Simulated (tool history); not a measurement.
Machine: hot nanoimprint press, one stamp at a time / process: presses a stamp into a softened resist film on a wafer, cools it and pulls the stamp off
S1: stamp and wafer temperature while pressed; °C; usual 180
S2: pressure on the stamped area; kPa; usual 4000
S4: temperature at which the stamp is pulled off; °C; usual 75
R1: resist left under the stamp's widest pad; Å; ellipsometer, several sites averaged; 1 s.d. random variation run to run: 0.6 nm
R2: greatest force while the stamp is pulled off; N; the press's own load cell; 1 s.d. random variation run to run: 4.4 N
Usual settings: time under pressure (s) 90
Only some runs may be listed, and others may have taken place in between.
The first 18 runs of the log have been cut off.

{"run": 19, "hour": 430.4, "S1": 174, "S2": 4280, "time under pressure (s)": 90, "S4": 75, "R1": 3333, "R2": 221}
{"run": 20, "hour": 458.0, "S1": 174, "S2": 4280, "time under pressure (s)": 90, "S4": 75, "R1": 3325, "R2": 213}
{"hour": 486.0, "done": "gauge calibrated"}
{"run": 21, "hour": 486.8, "S1": 174, "S2": 4280, "time under pressure (s)": 90, "S4": 75, "R1": 3282, "R2": 218}
{"hour": 507.9, "done": "stamp cleaned and given a new release coat"}
{"run": 22, "hour": 520.9, "S1": 180, "S2": 4400, "time under pressure (s)": 57, "S4": 75, "R1": 3027, "R2": 225}
{"hour": 539.0, "done": "plate thermocouple calibrated"}
{"run": 23, "hour": 546.2, "S1": 180, "S2": 2690, "time under pressure (s)": 158, "S4": 75, "R1": 2707, "R2": 218}
{"run": 24, "hour": 580.7, "S1": 183, "S2": 5270, "time under pressure (s)": 60, "S4": 60, "R1": 2430, "R2": 294}
{"run": 25, "hour": 598.1, "S1": 183, "S2": 5270, "time under pressure (s)": 60, "S4": 60, "R1": 2437, "R2": 300}
{"run": 26, "hour": 624.5, "S1": 180, "S2": 3260, "time under pressure (s)": 140, "S4": 62, "R1": 2580, "R2": 288}
{"run": 27, "hour": 645.6, "S1": 180, "S2": 3260, "time under pressure (s)": 140, "S4": 62, "R1": 2573, "R2": 299}
{"run": 28, "hour": 662.7, "S1": 187, "S2": 3270, "time under pressure (s)": 144, "S4": 71, "R1": 1958, "R2": 239}
{"run": 29, "hour": 681.6, "S1": 187, "S2": 3270, "time under pressure (s)": 144, "S4": 71, "R1": 1958, "R2": 235}
{"run": 30, "hour": 706.5, "S1": 187, "S2": 3270, "time under pressure (s)": 144, "S4": 71, "R1": 1962, "R2": 235}

Predict each of these 4 candidate next runs independently; none follows another, all start after run 30:
{"run": "A", "hour": 739.5, "S1": 168, "S2": 3070, "time under pressure (s)": 144, "S4": 71, "R1": "?", "R2": "?"}
{"run": "B", "hour": 739.5, "S1": 180, "S2": 5810, "time under pressure (s)": 90, "S4": 75, "R1": "?", "R2": "?"}
{"run": "C", "hour": 739.5, "S1": 180, "S2": 4530, "time under pressure (s)": 168, "S4": 83, "R1": "?", "R2": "?"}
{"run": "D", "hour": 739.5, "S1": 184, "S2": 4000, "time under pressure (s)": 90, "S4": 83, "R1": "?", "R2": "?"}

run=A R1=4158 R2=244
run=B R1=2208 R2=223
run=C R1=2005 R2=173
run=D R1=2352 R2=171
Had the tool no hidden state, the same runs would have come out as:
run=A R1=4131 R2=244
run=B R1=2193 R2=222
run=C R1=1991 R2=172
run=D R1=2336 R2=171
